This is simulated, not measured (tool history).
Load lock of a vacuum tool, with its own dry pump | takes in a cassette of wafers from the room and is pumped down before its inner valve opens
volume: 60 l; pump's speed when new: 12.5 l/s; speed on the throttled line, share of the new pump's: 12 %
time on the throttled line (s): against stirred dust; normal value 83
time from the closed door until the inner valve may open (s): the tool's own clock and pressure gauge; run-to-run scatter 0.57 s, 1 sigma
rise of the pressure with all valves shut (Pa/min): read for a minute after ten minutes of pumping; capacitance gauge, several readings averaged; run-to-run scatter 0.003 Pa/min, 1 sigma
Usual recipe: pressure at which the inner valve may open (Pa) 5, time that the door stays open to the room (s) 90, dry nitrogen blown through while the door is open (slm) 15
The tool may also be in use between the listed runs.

| run | hour | time on the throttled line (s) | pressure at which the inner valve may open (Pa) | time that the door stays open to the room (s) | dry nitrogen blown through while the door is open (slm) | incoming humidity of the room's air, % | time from the closed door until the inner valve may open (s) | rise of the pressure with all valves shut (Pa/min) |
|---|---|---|---|---|---|---|---|---|
| 1 | 0.0 | 83 | 5 | 90 | 15 | 45.4 | 126.2 | 0.130 |
| 2 | 513.7 | 83 | 5 | 90 | 15 | 45.9 | 127.2 | 0.157 |
| 3 | 863.4 | 83 | 5 | 90 | 5 | 45.6 | 128.1 | 0.199 |
| 4 | 1285.8 | 83 | 5 | 56 | 15 | 45.8 | 128.6 | 0.209 |
| 5 | 1641.0 | 83 | 5 | 56 | 15 | 46.2 | 128.8 | 0.231 |
| 6 | 2007.1 | 83 | 5 | 56 | 15 | 48.1 | 128.7 | 0.260 |
| 7 | 2399.3 | 83 | 5 | 56 | 15 | 46.5 | 129.2 | 0.288 |
| 8 | 2926.3 | 83 | 5 | 90 | 15 | 46.5 | 128.7 | 0.353 |
| 9 | 3234.1 | 83 | 5 | 90 | 15 | 43.4 | 130.6 | 0.380 |
| 10 | 3715.8 | 83 | 5 | 90 | 15 | 45.6 | 129.2 | 0.438 |
| 11 | 4242.5 | 83 | 5 | 90 | 15 | 43.6 | 130.8 | 0.506 |
| 12 | 4815.3 | 83 | 5 | 90 | 39 | 44.8 | 130.6 | 0.564 |
|  | 4932.9 | door's seal changed, seat wiped |
| 13 | 5124.1 | 83 | 5 | 90 | 39 | 44.9 | 132.5 | 0.036 |
| 14 | 5704.3 | 83 | 5 | 90 | 39 | 39.0 | 131.7 | 0.048 |
|  | 5875.5 | dry pump taken out, an overhauled one fitted |
| 15 | 6070.8 | 83 | 5 | 90 | 39 | 43.9 | 121.1 | 0.065 |
| 16 | 6583.9 | 83 | 5 | 90 | 39 | 45.8 | 120.5 | 0.089 |
| 17 | 6949.1 | 83 | 5 | 90 | 15 | 45.0 | 122.2 | 0.131 |
| 18 | 7387.1 | 83 | 5 | 90 | 15 | 45.3 | 122.0 | 0.145 |
| 19 | 7821.8 | 83 | 5 | 40 | 15 | 43.9 | 122.7 | 0.165 |
| 20 | 8073.3 | 89 | 4 | 40 | 18 | 43.3 | 128.7 | 0.179 |
| 21 | 8605.0 | 101 | 4 | 59 | 16 | 42.8 | 139.3 | 0.220 |
| 22 | 9065.6 | 101 | 4 | 59 | 16 | 44.5 | 139.7 | 0.261 |
| 23 | 9446.0 | 156 | 7 | 35 | 29 | 42.7 | 184.2 | 0.269 |
| 24 | 9941.4 | 83 | 6 | 90 | 5 | 46.4 | 122.0 | 0.352 |
| 25 | 10403.7 | 83 | 6 | 90 | 5 | 45.3 | 123.7 | 0.406 |
| 26 | 10721.2 | 163 | 6 | 90 | 5 | 42.2 | 190.5 | 0.434 |
| 27 | 11288.8 | 163 | 6 | 90 | 5 | 46.7 | 194.5 | 0.490 |
| 28 | 11645.7 | 163 | 6 | 90 | 5 | 43.7 | 192.8 | 0.535 |
| 29 | 11896.5 | 163 | 6 | 90 | 5 | 46.6 | 190.9 | 0.570 |
|  | 11941.5 | door's seal changed, seat wiped |
| 30 | 12370.0 | 83 | 5 | 174 | 15 | 44.8 | 124.2 | 0.079 |
| 31 | 12776.3 | 83 | 5 | 40 | 15 | 43.1 | 125.5 | 0.059 |
| 32 | 13236.6 | 61 | 8 | 145 | 22 | 43.9 | 103.0 | 0.089 |
| 33 | 13664.8 | 83 | 5 | 171 | 15 | 45.7 | 125.4 | 0.128 |
| 34 | 14035.8 | 144 | 7 | 216 | 8 | 47.2 | 176.4 | 0.166 |

Some steps in time from the closed door until the inner valve may open (s) between neighbouring runs. How much of each would the tool show without its hidden state too (settings, what came in, random variation), and how much is left for the hidden state, with any gauge scatter that isn't in both results?
The hidden state here: pump's speed, % of a new pump's; leak at the door's seal, Pa l/s; drift of the gauge itself on ready_s, %; drift of the gauge itself on rise_pa_min, %.
Run 14 -> 15: dry pump taken out, an overhauled one fitted. time from the closed door until the inner valve may open (s) -10.6: hidden state -10.6, all else +0.0.
Run 23 -> 24: time on the throttled line (s) 156 -> 83, pressure at which the inner valve may open (Pa) 7 -> 6, time that the door stays open to the room (s) 35 -> 90, dry nitrogen blown through while the door is open (slm) 29 -> 5. time from the closed door until the inner valve may open (s) -62.2: hidden state +0.8, all else -63.0.
Run 25 -> 26: time on the throttled line (s) 83 -> 163. time from the closed door until the inner valve may open (s) +66.8: hidden state -0.3, all else +67.1.
Run 29 -> 30: time on the throttled line (s) 163 -> 83, pressure at which the inner valve may open (Pa) 6 -> 5, time that the door stays open to the room (s) 90 -> 174, dry nitrogen blown through while the door is open (slm) 5 -> 15, door's seal changed, seat wiped. time from the closed door until the inner valve may open (s) -66.7: hidden state +1.1, all else -67.8.
Run 33 -> 34: time on the throttled line (s) 83 -> 144, pressure at which the inner valve may open (Pa) 5 -> 7, time that the door stays open to the room (s) 171 -> 216, dry nitrogen blown through while the door is open (slm) 15 -> 8. time from the closed door until the inner valve may open (s) +51.0: hidden state -0.9, all else +51.9.

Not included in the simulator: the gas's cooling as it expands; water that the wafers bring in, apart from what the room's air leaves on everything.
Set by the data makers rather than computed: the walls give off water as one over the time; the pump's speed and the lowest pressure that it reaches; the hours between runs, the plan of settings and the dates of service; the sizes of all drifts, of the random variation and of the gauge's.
